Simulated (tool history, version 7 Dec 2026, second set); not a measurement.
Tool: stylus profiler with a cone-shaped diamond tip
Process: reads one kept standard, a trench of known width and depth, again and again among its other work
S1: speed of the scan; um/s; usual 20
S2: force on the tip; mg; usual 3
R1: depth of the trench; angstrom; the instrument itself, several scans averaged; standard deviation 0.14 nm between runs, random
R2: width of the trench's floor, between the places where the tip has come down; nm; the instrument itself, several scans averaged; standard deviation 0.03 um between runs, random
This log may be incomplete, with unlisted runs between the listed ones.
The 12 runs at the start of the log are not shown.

run	hour	S1	S2	R1	R2
13	184	20	3.37	5094.7	16970
14	205.3	20	3.37	5095.9	16940
15	229.4	20	3.37	5095.6	16930
16	243.8	14	1.55	5058.8	16950
17	257.9	7	2.71	5081.9	16960
18	278.1	7	1.63	5059.9	16980
19	292.6	18	3.13	5090.1	16940
20	303.3	47	6.88	5154.9	16940
21	325.4	35	1.68	5058.9	16860
22	349.4	20	2.35	5073	16950
23	367.7	20	2.35	5074.6	16940
24	378.7	20	2.35	5074.8	16930
25	400.5	23	3.88	5104.4	17000
26	421	14	3.51	5098.8	16960
27	442.7	33	1.55	5054.7	16820
28	466.1	21	2.49	5079.2	16910
29	483.2	20	3.54	5099.6	16920
30	500.8	20	3.54	5100.7	16970

Below are 3 alternative next runs, each starting from the tool's condition after run 30. Predict each:
A	516.2	8	3.55	?	?
B	516.2	20	1.77	?	?
C	516.2	51	7.85	?	?

run	R1	R2
A	5097.6	16980
B	5064.3	16930
C	5171.1	16970
What these runs would have given with no unlogged condition in the tool:
run	R1	R2
A	5097.5	16980
B	5064.2	16930
C	5171	16970
